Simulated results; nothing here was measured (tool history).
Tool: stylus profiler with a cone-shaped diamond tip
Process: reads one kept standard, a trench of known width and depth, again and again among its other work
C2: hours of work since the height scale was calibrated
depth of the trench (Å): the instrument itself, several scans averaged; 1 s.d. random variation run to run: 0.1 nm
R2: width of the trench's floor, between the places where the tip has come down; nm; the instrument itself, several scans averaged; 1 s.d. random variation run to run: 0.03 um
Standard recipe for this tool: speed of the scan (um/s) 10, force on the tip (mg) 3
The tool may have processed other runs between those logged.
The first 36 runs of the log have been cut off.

{"run": 37, "day": 27.829, "speed of the scan (um/s)": 40, "force on the tip (mg)": 4.21, "scans with this tip": 3521, "C2": 522, "depth of the trench (Å)": 2019.4, "R2": 16240}
{"run": 38, "day": 28.333, "speed of the scan (um/s)": 40, "force on the tip (mg)": 4.21, "scans with this tip": 3582, "C2": 531, "depth of the trench (Å)": 2020.8, "R2": 16260}
{"run": 39, "day": 29.188, "speed of the scan (um/s)": 9, "force on the tip (mg)": 8.57, "scans with this tip": 3684, "C2": 546, "depth of the trench (Å)": 2031.6, "R2": 16280}
{"run": 40, "day": 30.071, "speed of the scan (um/s)": 16, "force on the tip (mg)": 3.08, "scans with this tip": 3790, "C2": 562, "depth of the trench (Å)": 2017.9, "R2": 16270}
{"run": 41, "day": 30.633, "speed of the scan (um/s)": 21, "force on the tip (mg)": 1.35, "scans with this tip": 3857, "C2": 572, "depth of the trench (Å)": 2011.9, "R2": 16130}
{"run": 42, "day": 31.308, "speed of the scan (um/s)": 21, "force on the tip (mg)": 1.35, "scans with this tip": 3937, "C2": 584, "depth of the trench (Å)": 2011.6, "R2": 16130}
{"run": 43, "day": 32.346, "speed of the scan (um/s)": 30, "force on the tip (mg)": 8.67, "scans with this tip": 4061, "C2": 603, "depth of the trench (Å)": 2030.5, "R2": 16180}
{"run": 44, "day": 33.308, "speed of the scan (um/s)": 4, "force on the tip (mg)": 1.74, "scans with this tip": 4177, "C2": 620, "depth of the trench (Å)": 2012.9, "R2": 16210}
{"run": 45, "day": 34.021, "speed of the scan (um/s)": 4, "force on the tip (mg)": 1.74, "scans with this tip": 4262, "C2": 632, "depth of the trench (Å)": 2014.3, "R2": 16130}
{"run": 46, "day": 34.775, "speed of the scan (um/s)": 4, "force on the tip (mg)": 1.74, "scans with this tip": 4352, "C2": 646, "depth of the trench (Å)": 2013.9, "R2": 16190}

Alternative continuations, all from the tool just after run 46; predict every row:
{"run": "A", "day": 35.512, "speed of the scan (um/s)": 4, "force on the tip (mg)": 3.52, "scans with this tip": 4441, "C2": 659, "depth of the trench (Å)": "?", "R2": "?"}
{"run": "B", "day": 35.512, "speed of the scan (um/s)": 10, "force on the tip (mg)": 1.23, "scans with this tip": 4441, "C2": 659, "depth of the trench (Å)": "?", "R2": "?"}
{"run": "C", "day": 35.512, "speed of the scan (um/s)": 27, "force on the tip (mg)": 4.48, "scans with this tip": 4441, "C2": 659, "depth of the trench (Å)": "?", "R2": "?"}
{"run": "D", "day": 35.512, "speed of the scan (um/s)": 4, "force on the tip (mg)": 3, "scans with this tip": 4441, "C2": 659, "depth of the trench (Å)": "?", "R2": "?"}
{"run": "E", "day": 35.512, "speed of the scan (um/s)": 3, "force on the tip (mg)": 5.19, "scans with this tip": 4441, "C2": 659, "depth of the trench (Å)": "?", "R2": "?"}

run=A depth_of_the_trench_(Å)=2018.5 R2=16220
run=B depth_of_the_trench_(Å)=2012.6 R2=16110
run=C depth_of_the_trench_(Å)=2022.2 R2=16100
run=D depth_of_the_trench_(Å)=2019.6 R2=16140
run=E depth_of_the_trench_(Å)=2025.1 R2=16200
Had the tool no hidden state, the same runs would have come out as:
run=A depth_of_the_trench_(Å)=2013.8 R2=17240
run=B depth_of_the_trench_(Å)=2008 R2=17130
run=C depth_of_the_trench_(Å)=2017.5 R2=17120
run=D depth_of_the_trench_(Å)=2015 R2=17160
run=E depth_of_the_trench_(Å)=2020.4 R2=17220
